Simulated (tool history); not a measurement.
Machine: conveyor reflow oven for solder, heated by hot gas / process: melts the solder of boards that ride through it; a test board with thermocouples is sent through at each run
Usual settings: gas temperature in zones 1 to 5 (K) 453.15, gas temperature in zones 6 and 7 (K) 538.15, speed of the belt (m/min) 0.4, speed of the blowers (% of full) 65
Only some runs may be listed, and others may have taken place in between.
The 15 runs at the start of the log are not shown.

run,hour,gas temperature in zones 1 to 5 (K),gas temperature in zones 6 and 7 (K),speed of the belt (m/min),speed of the blowers (% of full),hours of work since the flux was cleaned out,hours of work since the belt drive was overhauled,hours of work since the thermocouples were changed,highest temperature of the board (K),time above the solder's melting point (s)
16,108.3,453.15,538.15,0.461,55,83,489,147,516.35,51.4
17,114,441.15,527.15,0.377,66,86,492,150,515.05,60.1
18,123.6,453.15,528.15,0.329,65,91,497,156,520.15,83.7
19,131.7,461.15,528.15,0.427,65,96,502,160,515.85,61.4
20,139.3,464.15,538.15,0.463,67,100,506,164,523.05,63.5
21,146.4,453.15,529.15,0.432,71,104,510,168,516.05,57.4
22,156.2,464.15,537.15,0.4,65,109,515,173,525.35,76.9
23,161.3,466.15,537.15,0.325,55,112,518,176,528.15,98.9

Run 24 is up next; what results do you expect?
24,169.2,466.15,537.15,0.325,55,116,522,180,?,?

Run 24 measured highest temperature of the board (K) 528.05, time above the solder's melting point (s) 99.2.
With the hidden condition absent and the run-to-run variation left alone, this run would have shown highest temperature of the board (K) 528.05, time above the solder's melting point (s) 98.4.
